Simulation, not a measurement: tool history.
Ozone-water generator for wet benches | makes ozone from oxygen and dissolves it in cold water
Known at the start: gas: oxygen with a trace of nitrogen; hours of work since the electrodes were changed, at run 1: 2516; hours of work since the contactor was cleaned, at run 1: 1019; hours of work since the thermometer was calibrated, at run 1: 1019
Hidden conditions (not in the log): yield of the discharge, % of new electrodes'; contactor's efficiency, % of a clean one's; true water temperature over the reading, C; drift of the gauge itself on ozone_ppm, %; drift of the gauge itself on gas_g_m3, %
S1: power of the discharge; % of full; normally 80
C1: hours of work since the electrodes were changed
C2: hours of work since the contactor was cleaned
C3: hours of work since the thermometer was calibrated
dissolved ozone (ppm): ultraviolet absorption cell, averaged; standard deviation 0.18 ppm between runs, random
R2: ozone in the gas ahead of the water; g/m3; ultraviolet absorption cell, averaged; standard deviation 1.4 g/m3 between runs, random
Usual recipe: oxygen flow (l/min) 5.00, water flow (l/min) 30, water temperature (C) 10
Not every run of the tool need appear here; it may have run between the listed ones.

run 1 hour=0.0 | S1=80 oxygen_flow_(l/min)=5.00 water_flow_(l/min)=30 water_temperature_(C)=10 | C1=2516 C2=1019 C3=1019 | dissolved_ozone_(ppm)=23.5 R2=241.6
run 2 hour=99.8 | S1=80 oxygen_flow_(l/min)=5.00 water_flow_(l/min)=30 water_temperature_(C)=10 | C1=2596 C2=1100 C3=1100 | dissolved_ozone_(ppm)=23.6 R2=240.9
run 3 hour=182.6 | S1=80 oxygen_flow_(l/min)=5.00 water_flow_(l/min)=30 water_temperature_(C)=10 | C1=2662 C2=1166 C3=1166 | dissolved_ozone_(ppm)=23.7 R2=242.1
run 4 hour=247.2 | S1=80 oxygen_flow_(l/min)=5.00 water_flow_(l/min)=30 water_temperature_(C)=10 | C1=2714 C2=1218 C3=1218 | dissolved_ozone_(ppm)=23.6 R2=240.5
run 5 hour=308.0 | S1=80 oxygen_flow_(l/min)=5.00 water_flow_(l/min)=30 water_temperature_(C)=10 | C1=2763 C2=1267 C3=1267 | dissolved_ozone_(ppm)=23.5 R2=242.8
run 6 hour=408.4 | S1=80 oxygen_flow_(l/min)=5.00 water_flow_(l/min)=30 water_temperature_(C)=13 | C1=2843 C2=1347 C3=1347 | dissolved_ozone_(ppm)=22.9 R2=242.2
run 7 hour=461.4 | S1=80 oxygen_flow_(l/min)=5.00 water_flow_(l/min)=23 water_temperature_(C)=10 | C1=2886 C2=1390 C3=1390 | dissolved_ozone_(ppm)=29.9 R2=240.8
run 8 hour=538.4 | S1=80 oxygen_flow_(l/min)=5.00 water_flow_(l/min)=30 water_temperature_(C)=10 | C1=2948 C2=1452 C3=1452 | dissolved_ozone_(ppm)=23.4 R2=241.3
run 9 hour=603.9 | S1=80 oxygen_flow_(l/min)=5.00 water_flow_(l/min)=30 water_temperature_(C)=10 | C1=3000 C2=1504 C3=1504 | dissolved_ozone_(ppm)=23.1 R2=239.5
run 10 hour=686.4 | S1=80 oxygen_flow_(l/min)=5.00 water_flow_(l/min)=30 water_temperature_(C)=10 | C1=3066 C2=1570 C3=1570 | dissolved_ozone_(ppm)=23.4 R2=239.7
run 11 hour=752.8 | S1=80 oxygen_flow_(l/min)=5.00 water_flow_(l/min)=30 water_temperature_(C)=10 | C1=3120 C2=1624 C3=1624 | dissolved_ozone_(ppm)=23.3 R2=238.8
run 12 hour=850.7 | S1=80 oxygen_flow_(l/min)=5.00 water_flow_(l/min)=30 water_temperature_(C)=10 | C1=3198 C2=1702 C3=1702 | dissolved_ozone_(ppm)=23.5 R2=239.4
run 13 hour=918.7 | S1=80 oxygen_flow_(l/min)=5.00 water_flow_(l/min)=30 water_temperature_(C)=10 | C1=3253 C2=1757 C3=1757 | dissolved_ozone_(ppm)=23.1 R2=239.4
run 14 hour=975.1 | S1=80 oxygen_flow_(l/min)=5.00 water_flow_(l/min)=30 water_temperature_(C)=10 | C1=3298 C2=1802 C3=1802 | dissolved_ozone_(ppm)=23.1 R2=238.5
run 15 hour=1040.6 | S1=81 oxygen_flow_(l/min)=5.00 water_flow_(l/min)=30 water_temperature_(C)=10 | C1=3351 C2=1855 C3=1855 | dissolved_ozone_(ppm)=23.4 R2=239.2
run 16 hour=1085.5 | S1=81 oxygen_flow_(l/min)=5.00 water_flow_(l/min)=30 water_temperature_(C)=10 | C1=3387 C2=1891 C3=1891 | dissolved_ozone_(ppm)=23.2 R2=243.5
run 17 hour=1132.1 | S1=97 oxygen_flow_(l/min)=5.00 water_flow_(l/min)=30 water_temperature_(C)=10 | C1=3424 C2=1928 C3=1928 | dissolved_ozone_(ppm)=25.9 R2=267.3
run 18 hour=1192.9 | S1=80 oxygen_flow_(l/min)=5.00 water_flow_(l/min)=40 water_temperature_(C)=14 | C1=3473 C2=1977 C3=1977 | dissolved_ozone_(ppm)=16.6 R2=239.9
run 19 hour=1250.6 | S1=80 oxygen_flow_(l/min)=5.00 water_flow_(l/min)=40 water_temperature_(C)=14 | C1=3519 C2=2023 C3=2023 | dissolved_ozone_(ppm)=16.7 R2=238.3
run 20 hour=1330.9 | S1=80 oxygen_flow_(l/min)=5.00 water_flow_(l/min)=40 water_temperature_(C)=14 | C1=3584 C2=2088 C3=2088 | dissolved_ozone_(ppm)=16.8 R2=237.9
run 21 hour=1416.4 | S1=80 oxygen_flow_(l/min)=5.00 water_flow_(l/min)=40 water_temperature_(C)=14 | C1=3652 C2=2156 C3=2156 | dissolved_ozone_(ppm)=16.3 R2=237.3
run 22 hour=1515.1 | S1=80 oxygen_flow_(l/min)=5.00 water_flow_(l/min)=40 water_temperature_(C)=14 | C1=3731 C2=2235 C3=2235 | dissolved_ozone_(ppm)=16.8 R2=238.7
run 23 hour=1609.9 | S1=67 oxygen_flow_(l/min)=5.00 water_flow_(l/min)=26 water_temperature_(C)=10 | C1=3808 C2=2311 C3=2311 | dissolved_ozone_(ppm)=23.6 R2=212.4
run 24 hour=1703.1 | S1=96 oxygen_flow_(l/min)=5.00 water_flow_(l/min)=30 water_temperature_(C)=10 | C1=3882 C2=2386 C3=2386 | dissolved_ozone_(ppm)=26.0 R2=267.4
run 25 hour=1806.2 | S1=51 oxygen_flow_(l/min)=5.00 water_flow_(l/min)=27 water_temperature_(C)=5 | C1=3965 C2=2469 C3=2469 | dissolved_ozone_(ppm)=20.3 R2=180.3
run 26 hour=1870.1 | S1=49 oxygen_flow_(l/min)=5.17 water_flow_(l/min)=24 water_temperature_(C)=9 | C1=4016 C2=2520 C3=2520 | dissolved_ozone_(ppm)=21.3 R2=171.6
run 27 hour=1960.2 | S1=49 oxygen_flow_(l/min)=4.87 water_flow_(l/min)=43 water_temperature_(C)=9 | C1=4089 C2=2593 C3=2593 | dissolved_ozone_(ppm)=11.6 R2=178.5
run 28 hour=2019.4 | S1=80 oxygen_flow_(l/min)=5.00 water_flow_(l/min)=42 water_temperature_(C)=10 | C1=4136 C2=2640 C3=2640 | dissolved_ozone_(ppm)=16.1 R2=234.0
run 29 hour=2075.0 | S1=56 oxygen_flow_(l/min)=3.43 water_flow_(l/min)=22 water_temperature_(C)=7 | C1=4181 C2=2685 C3=2685 | dissolved_ozone_(ppm)=23.4 R2=227.5
run 30 hour=2127.1 | S1=80 oxygen_flow_(l/min)=5.00 water_flow_(l/min)=30 water_temperature_(C)=9 | C1=4223 C2=2727 C3=2727 | dissolved_ozone_(ppm)=23.3 R2=233.4
run 31 hour=2209.7 | S1=80 oxygen_flow_(l/min)=8.78 water_flow_(l/min)=25 water_temperature_(C)=9 | C1=4289 C2=2793 C3=2793 | dissolved_ozone_(ppm)=29.1 R2=180.0
run 32 hour=2304.6 | S1=80 oxygen_flow_(l/min)=8.78 water_flow_(l/min)=25 water_temperature_(C)=9 | C1=4365 C2=2869 C3=2869 | dissolved_ozone_(ppm)=29.4 R2=177.9

What if the next run were any one of these 5? Each begins from the tool's condition after run 32:
run A hour=2392.8 | S1=93 oxygen_flow_(l/min)=8.78 water_flow_(l/min)=25 water_temperature_(C)=8 | C1=4436 C2=2940 C3=2940 | dissolved_ozone_(ppm)=? R2=?
run B hour=2392.8 | S1=80 oxygen_flow_(l/min)=3.90 water_flow_(l/min)=45 water_temperature_(C)=11 | C1=4436 C2=2940 C3=2940 | dissolved_ozone_(ppm)=? R2=?
run C hour=2392.8 | S1=80 oxygen_flow_(l/min)=5.42 water_flow_(l/min)=43 water_temperature_(C)=7 | C1=4436 C2=2940 C3=2940 | dissolved_ozone_(ppm)=? R2=?
run D hour=2392.8 | S1=48 oxygen_flow_(l/min)=8.78 water_flow_(l/min)=46 water_temperature_(C)=5 | C1=4436 C2=2940 C3=2940 | dissolved_ozone_(ppm)=? R2=?
run E hour=2392.8 | S1=80 oxygen_flow_(l/min)=4.12 water_flow_(l/min)=33 water_temperature_(C)=14 | C1=4436 C2=2940 C3=2940 | dissolved_ozone_(ppm)=? R2=?

run=A dissolved_ozone_(ppm)=32.7 R2=194.9
run=B dissolved_ozone_(ppm)=13.5 R2=262.2
run=C dissolved_ozone_(ppm)=16.3 R2=225.4
run=D dissolved_ozone_(ppm)=12.8 R2=130.6
run=E dissolved_ozone_(ppm)=19.1 R2=255.3
The same runs, with their run-to-run variation unchanged, on a tool lacking any hidden condition would have given:
run=A dissolved_ozone_(ppm)=36.0 R2=211.7
run=B dissolved_ozone_(ppm)=14.8 R2=283.0
run=C dissolved_ozone_(ppm)=17.9 R2=243.1
run=D dissolved_ozone_(ppm)=13.7 R2=137.8
run=E dissolved_ozone_(ppm)=20.9 R2=275.5

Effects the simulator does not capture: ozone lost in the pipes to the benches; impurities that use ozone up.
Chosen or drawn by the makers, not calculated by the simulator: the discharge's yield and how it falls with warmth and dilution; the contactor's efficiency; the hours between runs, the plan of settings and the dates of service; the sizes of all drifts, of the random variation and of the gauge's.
